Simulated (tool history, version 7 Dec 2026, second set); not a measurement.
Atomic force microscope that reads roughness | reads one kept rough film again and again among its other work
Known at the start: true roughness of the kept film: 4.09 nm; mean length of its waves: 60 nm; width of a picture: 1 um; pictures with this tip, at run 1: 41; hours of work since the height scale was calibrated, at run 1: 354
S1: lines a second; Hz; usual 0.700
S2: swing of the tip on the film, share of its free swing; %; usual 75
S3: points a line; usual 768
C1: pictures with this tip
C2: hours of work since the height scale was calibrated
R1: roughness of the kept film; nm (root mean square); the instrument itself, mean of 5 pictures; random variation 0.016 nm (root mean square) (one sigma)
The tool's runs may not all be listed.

run 1 hour=0.0 | S1=0.700 S2=75 S3=768 | C1=41 C2=354 | R1=3.894
run 2 hour=10.0 | S1=0.700 S2=75 S3=846 | C1=62 C2=361 | R1=3.832
run 3 hour=16.0 | S1=0.700 S2=75 S3=846 | C1=75 C2=365 | R1=3.848
run 4 hour=22.3 | S1=0.700 S2=75 S3=846 | C1=89 C2=369 | R1=3.861
run 5 hour=28.8 | S1=3.026 S2=75 S3=768 | C1=103 C2=373 | R1=3.669
run 6 hour=34.2 | S1=3.026 S2=75 S3=768 | C1=115 C2=377 | R1=3.656
run 7 hour=40.9 | S1=2.789 S2=75 S3=768 | C1=129 C2=382 | R1=3.658
run 8 hour=47.2 | S1=2.789 S2=75 S3=768 | C1=143 C2=386 | R1=3.668
run 9 hour=54.1 | S1=2.789 S2=75 S3=768 | C1=158 C2=391 | R1=3.693
run 10 hour=66.9 | S1=2.789 S2=75 S3=768 | C1=186 C2=399 | R1=3.694
run 11 hour=76.9 | S1=2.789 S2=75 S3=768 | C1=207 C2=406 | R1=3.695
-- hour=85.3 new tip fitted
run 12 hour=86.8 | S1=2.789 S2=75 S3=768 | C1=4 C2=412 | R1=3.675
run 13 hour=93.8 | S1=0.726 S2=75 S3=768 | C1=19 C2=417 | R1=3.853
run 14 hour=103.8 | S1=0.554 S2=75 S3=768 | C1=40 C2=424 | R1=3.879
run 15 hour=114.4 | S1=0.700 S2=65 S3=768 | C1=63 C2=431 | R1=3.865
run 16 hour=119.8 | S1=2.152 S2=65 S3=779 | C1=75 C2=435 | R1=3.811
run 17 hour=128.4 | S1=1.872 S2=63 S3=768 | C1=94 C2=441 | R1=3.797
run 18 hour=138.7 | S1=3.646 S2=74 S3=768 | C1=116 C2=448 | R1=3.637
run 19 hour=146.1 | S1=0.700 S2=75 S3=997 | C1=132 C2=453 | R1=3.848
run 20 hour=156.7 | S1=0.700 S2=75 S3=295 | C1=155 C2=460 | R1=3.844
run 21 hour=168.3 | S1=0.700 S2=75 S3=845 | C1=180 C2=468 | R1=3.840
run 22 hour=178.2 | S1=2.301 S2=73 S3=505 | C1=202 C2=474 | R1=3.717
run 23 hour=186.8 | S1=3.665 S2=64 S3=418 | C1=220 C2=480 | R1=3.760
-- hour=189.4 new tip fitted
run 24 hour=200.7 | S1=2.482 S2=64 S3=736 | C1=24 C2=489 | R1=3.777
run 25 hour=213.7 | S1=1.864 S2=58 S3=768 | C1=53 C2=498 | R1=3.853
run 26 hour=222.5 | S1=0.700 S2=89 S3=768 | C1=72 C2=504 | R1=3.794
run 27 hour=231.6 | S1=0.700 S2=89 S3=768 | C1=91 C2=510 | R1=3.792
run 28 hour=241.3 | S1=1.760 S2=75 S3=325 | C1=112 C2=517 | R1=3.749
run 29 hour=251.0 | S1=2.751 S2=62 S3=357 | C1=134 C2=524 | R1=3.806

4 ways to go on from here, each from the tool as it stands after run 29. What would each give?
run A hour=259.3 | S1=0.712 S2=75 S3=841 | C1=152 C2=529 | R1=?
run B hour=259.3 | S1=2.751 S2=70 S3=309 | C1=152 C2=529 | R1=?
run C hour=259.3 | S1=0.997 S2=62 S3=357 | C1=152 C2=529 | R1=?
run D hour=259.3 | S1=2.751 S2=62 S3=360 | C1=152 C2=529 | R1=?

run=A R1=3.879
run=B R1=3.709
run=C R1=3.872
run=D R1=3.773
Without the tool's hidden state the same runs would have given:
run=A R1=3.890
run=B R1=3.720
run=C R1=3.883
run=D R1=3.784
